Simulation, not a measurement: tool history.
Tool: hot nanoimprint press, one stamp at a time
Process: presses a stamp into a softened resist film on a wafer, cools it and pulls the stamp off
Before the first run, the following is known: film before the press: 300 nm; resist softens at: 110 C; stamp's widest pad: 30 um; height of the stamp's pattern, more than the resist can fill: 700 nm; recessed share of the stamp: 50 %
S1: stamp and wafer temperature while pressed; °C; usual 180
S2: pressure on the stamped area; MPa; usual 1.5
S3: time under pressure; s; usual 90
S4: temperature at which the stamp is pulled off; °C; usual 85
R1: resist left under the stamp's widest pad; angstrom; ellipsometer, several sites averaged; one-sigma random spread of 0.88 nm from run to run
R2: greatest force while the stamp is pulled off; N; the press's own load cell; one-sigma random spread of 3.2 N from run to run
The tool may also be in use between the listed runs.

run	day	S1	S2	S3	S4	R1	R2
1	0	180	1.5	90	85	1191	151
2	0.558	180	1.5	90	85	1200	148
3	0.979	180	1.5	90	85	1216	153
4	1.733	180	1.5	90	85	1189	150
5	2.521	180	1.5	90	85	1183	152
6	2.938	180	1.5	90	85	1189	153
7	3.633	180	1.5	90	85	1205	151
8	4.067	180	1.5	87	85	1221	151
9	4.762	180	1.5	87	85	1214	157
10	5.433	180	2.26	90	85	1009	152
11	6.021	180	1.5	90	85	1203	154
12	6.388	180	1.5	90	86	1202	155
13	6.9	180	1.5	90	85	1204	157
14	7.604	180	1.5	90	85	1194	156
15	8.142	180	1.5	90	85	1206	152
16	8.483	180	1.5	89	85	1205	151
17	9.188	170	1.5	89	85	1873	156
# day 10.125: stamp cleaned and given a new release coat
18	10.221	170	1.5	89	85	1881	150
19	10.8	170	1.5	89	85	1903	149
20	11.167	170	2.18	89	84	1649	155
21	11.675	191	1.5	90	85	724	154
22	12.362	178	2.39	119	85	957	143
23	13	178	2.39	119	85	955	156
24	13.425	178	2.39	119	85	954	147
25	13.821	178	2.39	119	85	967	154
26	14.338	178	2.39	119	85	951	155
27	14.917	178	1.3	149	85	1151	152
28	15.383	177	1.5	90	82	1386	151
29	15.892	177	1.44	90	72	1398	169

4 ways to go on from here, each from the tool as it stands after run 29. What would each give?
A	16.283	175	1.5	62	89	?	?
B	16.283	177	1.68	90	72	?	?
C	16.283	189	1.5	52	85	?	?
D	16.283	171	1.5	58	88	?	?

run	R1	R2
A	1730	138
B	1322	171
C	998	151
D	2042	144
Had the tool no hidden state, the same runs would have come out as:
run	R1	R2
A	1727	137
B	1320	171
C	996	151
D	2040	143
